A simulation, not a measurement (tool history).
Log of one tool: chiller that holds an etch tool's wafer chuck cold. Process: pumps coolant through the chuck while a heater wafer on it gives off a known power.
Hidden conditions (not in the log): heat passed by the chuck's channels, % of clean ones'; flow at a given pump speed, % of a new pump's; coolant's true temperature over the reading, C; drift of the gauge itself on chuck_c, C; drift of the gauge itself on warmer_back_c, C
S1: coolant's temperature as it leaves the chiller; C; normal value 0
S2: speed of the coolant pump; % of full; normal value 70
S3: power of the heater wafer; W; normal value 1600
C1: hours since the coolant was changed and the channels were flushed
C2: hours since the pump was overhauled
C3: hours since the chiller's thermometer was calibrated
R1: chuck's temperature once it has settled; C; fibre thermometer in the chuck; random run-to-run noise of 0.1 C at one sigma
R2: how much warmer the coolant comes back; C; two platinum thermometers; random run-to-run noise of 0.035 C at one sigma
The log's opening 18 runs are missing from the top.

run 19 hour=1894.3 | S1=0 S2=70 S3=856 | C1=7763 C2=2678 C3=1508 | R1=7.9 R2=3.39
run 20 hour=2011.6 | S1=6 S2=70 S3=1455 | C1=7881 C2=2795 C3=1626 | R1=19.5 R2=5.72
-- hour=2030.1 coolant changed, channels flushed
run 21 hour=2126 | S1=6 S2=70 S3=1455 | C1=96 C2=2903 C3=1734 | R1=17.2 R2=5.83
run 22 hour=2264.4 | S1=8 S2=91 S3=1374 | C1=234 C2=3042 C3=1872 | R1=16.6 R2=4.14
run 23 hour=2340.1 | S1=6 S2=64 S3=979 | C1=310 C2=3117 C3=1948 | R1=14.2 R2=4.22
run 24 hour=2473.9 | S1=2 S2=75 S3=1600 | C1=444 C2=3251 C3=2082 | R1=13.7 R2=5.92
run 25 hour=2556.6 | S1=0 S2=85 S3=1205 | C1=526 C2=3334 C3=2165 | R1=8.1 R2=3.89
run 26 hour=2617.7 | S1=0 S2=85 S3=1205 | C1=588 C2=3395 C3=2226 | R1=8.1 R2=3.96
run 27 hour=2705.8 | S1=0 S2=63 S3=2224 | C1=676 C2=3483 C3=2314 | R1=19.1 R2=10.02
run 28 hour=2819.8 | S1=0 S2=63 S3=2224 | C1=790 C2=3597 C3=2428 | R1=19.4 R2=10.02
run 29 hour=2904.6 | S1=0 S2=63 S3=2224 | C1=874 C2=3682 C3=2513 | R1=19.4 R2=10.09
run 30 hour=3013.3 | S1=-4 S2=84 S3=2224 | C1=983 C2=3791 C3=2621 | R1=11.5 R2=7.38
run 31 hour=3110.6 | S1=2 S2=76 S3=1600 | C1=1081 C2=3888 C3=2719 | R1=13.8 R2=5.93
run 32 hour=3186.2 | S1=-8 S2=70 S3=1249 | C1=1156 C2=3964 C3=2794 | R1=2.1 R2=5.06

Branching from run 32: 4 alternative next runs. What would each branch give?
run A hour=3270.4 | S1=-8 S2=70 S3=1081 | C1=1240 C2=4048 C3=2878 | R1=? R2=?
run B hour=3270.4 | S1=0 S2=70 S3=1586 | C1=1240 C2=4048 C3=2878 | R1=? R2=?
run C hour=3270.4 | S1=8 S2=74 S3=1249 | C1=1240 C2=4048 C3=2878 | R1=? R2=?
run D hour=3270.4 | S1=0 S2=75 S3=1600 | C1=1240 C2=4048 C3=2878 | R1=? R2=?

run=A R1=0.7 R2=4.41
run=B R1=12.8 R2=6.43
run=C R1=17.5 R2=4.78
run=D R1=12.1 R2=6
With the hidden condition removed and each run's random variation left untouched, the same runs would have given:
run=A R1=0.1 R2=4.15
run=B R1=11.9 R2=6.06
run=C R1=16.9 R2=4.5
run=D R1=11.2 R2=5.64

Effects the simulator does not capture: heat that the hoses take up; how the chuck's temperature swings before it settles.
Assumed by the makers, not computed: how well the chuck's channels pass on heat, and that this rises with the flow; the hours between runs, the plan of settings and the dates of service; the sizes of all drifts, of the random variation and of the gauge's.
